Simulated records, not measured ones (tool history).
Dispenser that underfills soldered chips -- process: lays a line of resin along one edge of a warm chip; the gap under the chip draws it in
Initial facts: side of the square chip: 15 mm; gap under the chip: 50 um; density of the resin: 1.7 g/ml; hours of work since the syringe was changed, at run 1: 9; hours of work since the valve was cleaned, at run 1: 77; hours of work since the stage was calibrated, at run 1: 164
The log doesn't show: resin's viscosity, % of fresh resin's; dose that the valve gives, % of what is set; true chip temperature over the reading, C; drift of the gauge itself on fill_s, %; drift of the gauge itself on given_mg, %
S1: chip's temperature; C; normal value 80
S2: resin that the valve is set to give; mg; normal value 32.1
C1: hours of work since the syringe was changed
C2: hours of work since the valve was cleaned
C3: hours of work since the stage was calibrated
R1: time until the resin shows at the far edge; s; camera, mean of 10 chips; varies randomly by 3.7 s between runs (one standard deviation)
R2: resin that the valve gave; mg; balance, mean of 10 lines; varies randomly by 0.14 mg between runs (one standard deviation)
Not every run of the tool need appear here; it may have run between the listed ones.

run	hour	S1	S2	C1	C2	C3	R1	R2
1	0.0	80	32.1	9	77	164	558.8	30.57
# hour 4.0: new syringe of resin
2	7.5	80	32.1	2	82	169	421.8	30.38
# hour 21.4: new syringe of resin
3	22.0	80	32.1	0	91	178	403.6	30.26
4	29.1	73	32.1	5	96	183	657.7	30.06
5	36.7	73	32.1	11	101	189	801.6	29.88
# hour 39.2: new syringe of resin
# hour 46.3: dispensing valve cleaned and set on the balance
6	51.2	80	34.2	7	3	198	526.0	34.27
# hour 58.1: new syringe of resin
7	66.3	86	34.9	6	14	208	381.7	34.70
# hour 75.9: new syringe of resin
8	78.0	68	35.2	1	21	216	693.1	34.63
9	91.6	68	35.2	11	31	225	990.0	34.69

Run 10, settings as shown, results not yet in. Your forecast:
# hour 93.9: new syringe of resin
10	106.6	84	34.9	9	41	235	?	?

Run 10 yielded R1 457.9 s, R2 34.17 mg.
Had the tool carried no hidden state, the very same run would have given R1 309.2 s, R2 35.01 mg.
